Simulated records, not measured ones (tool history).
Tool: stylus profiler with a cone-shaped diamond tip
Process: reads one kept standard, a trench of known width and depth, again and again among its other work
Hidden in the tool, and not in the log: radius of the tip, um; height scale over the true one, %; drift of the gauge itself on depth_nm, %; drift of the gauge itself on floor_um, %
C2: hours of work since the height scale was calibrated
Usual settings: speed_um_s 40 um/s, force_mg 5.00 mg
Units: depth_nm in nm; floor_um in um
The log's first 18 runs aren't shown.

Run 19, hour 268.5: usual settings but speed_um_s 67 um/s, force_mg 6.32 mg; scans with this tip 5839; C2 63. Result: depth_nm 1018.27 nm, floor_um 94.76 um.
At hour 271.7: height scale calibrated on a step standard, once more.
Run 20, hour 278.6: usual settings but speed_um_s 67 um/s, force_mg 6.32 mg; scans with this tip 5901; C2 5. Result: depth_nm 1021.40 nm, floor_um 94.74 um.
Run 21, hour 296.6: usual settings but force_mg 2.66 mg; scans with this tip 6016; C2 19. Result: depth_nm 1012.25 nm, floor_um 94.72 um.
Run 22, hour 306.4: usual settings but speed_um_s 16 um/s; scans with this tip 6080; C2 27. Result: depth_nm 1018.47 nm, floor_um 94.78 um.
Run 23, hour 324.3: usual settings but speed_um_s 25 um/s, force_mg 5.85 mg; scans with this tip 6194; C2 41. Result: depth_nm 1020.01 nm, floor_um 94.75 um.
Run 24, hour 334.8: usual settings but speed_um_s 145 um/s, force_mg 1.75 mg; scans with this tip 6262; C2 49. Result: depth_nm 1009.09 nm, floor_um 94.31 um.
Run 25, hour 352.1: usual settings but speed_um_s 89 um/s, force_mg 1.71 mg; scans with this tip 6372; C2 62. Result: depth_nm 1008.44 nm, floor_um 94.46 um.
Run 26, hour 363.1: usual settings but speed_um_s 89 um/s, force_mg 1.71 mg; scans with this tip 6443; C2 71. Result: depth_nm 1008.68 nm, floor_um 94.42 um.
Run 27, hour 373.7: usual settings but force_mg 8.02 mg; scans with this tip 6512; C2 79. Result: depth_nm 1024.76 nm, floor_um 94.70 um.
Run 28, hour 390.7: usual settings but speed_um_s 11 um/s, force_mg 2.93 mg; scans with this tip 6621; C2 92. Result: depth_nm 1012.75 nm, floor_um 94.66 um.
Run 29, hour 401.5: usual settings but speed_um_s 39 um/s, force_mg 2.93 mg; scans with this tip 6690; C2 100. Result: depth_nm 1012.66 nm, floor_um 94.57 um.
Run 30, hour 415.1: usual settings but force_mg 3.96 mg; scans with this tip 6777; C2 111. Result: depth_nm 1015.02 nm, floor_um 94.64 um.
Run 31, hour 432.2: usual settings but force_mg 3.96 mg; scans with this tip 6887; C2 124. Result: depth_nm 1015.25 nm, floor_um 94.60 um.
Run 32, hour 450.9: usual settings but speed_um_s 37 um/s; scans with this tip 7007; C2 139. Result: depth_nm 1017.92 nm, floor_um 94.65 um.
Run 33, hour 460.6: usual settings but force_mg 5.37 mg; scans with this tip 7070; C2 146. Result: depth_nm 1018.84 nm, floor_um 94.63 um.
Run 34, hour 469.7: usual settings but speed_um_s 74 um/s, force_mg 6.38 mg; scans with this tip 7128; C2 153. Result: depth_nm 1021.00 nm, floor_um 94.50 um.
Run 35, hour 487.0: usual settings but speed_um_s 74 um/s, force_mg 6.38 mg; scans with this tip 7239; C2 167. Result: depth_nm 1021.02 nm, floor_um 94.50 um.
Run 36, hour 495.1: usual settings but speed_um_s 142 um/s, force_mg 7.26 mg; scans with this tip 7291; C2 173. Result: depth_nm 1023.36 nm, floor_um 94.36 um.

4 ways to go on from here, each from the tool as it stands after run 36. What would each give?
Run A, hour 510.2: usual settings but speed_um_s 12 um/s, force_mg 5.05 mg; scans with this tip 7388; C2 185. Result: depth_nm ?, floor_um ?.
Run B, hour 510.2: usual settings but speed_um_s 14 um/s, force_mg 12.39 mg; scans with this tip 7388; C2 185. Result: depth_nm ?, floor_um ?.
Run C, hour 510.2: usual settings but speed_um_s 73 um/s, force_mg 3.98 mg; scans with this tip 7388; C2 185. Result: depth_nm ?, floor_um ?.
Run D, hour 510.2: usual settings but speed_um_s 19 um/s, force_mg 2.09 mg; scans with this tip 7388; C2 185. Result: depth_nm ?, floor_um ?.

run  depth_nm  floor_um
  A   1018.03     94.58
  B   1033.28     94.54
  C   1015.28     94.43
  D   1009.79     94.55
Without the tool's hidden state the same runs would have given:
run  depth_nm  floor_um
  A   1018.50     95.98
  B   1033.75     95.94
  C   1015.74     95.84
  D   1010.25     95.96

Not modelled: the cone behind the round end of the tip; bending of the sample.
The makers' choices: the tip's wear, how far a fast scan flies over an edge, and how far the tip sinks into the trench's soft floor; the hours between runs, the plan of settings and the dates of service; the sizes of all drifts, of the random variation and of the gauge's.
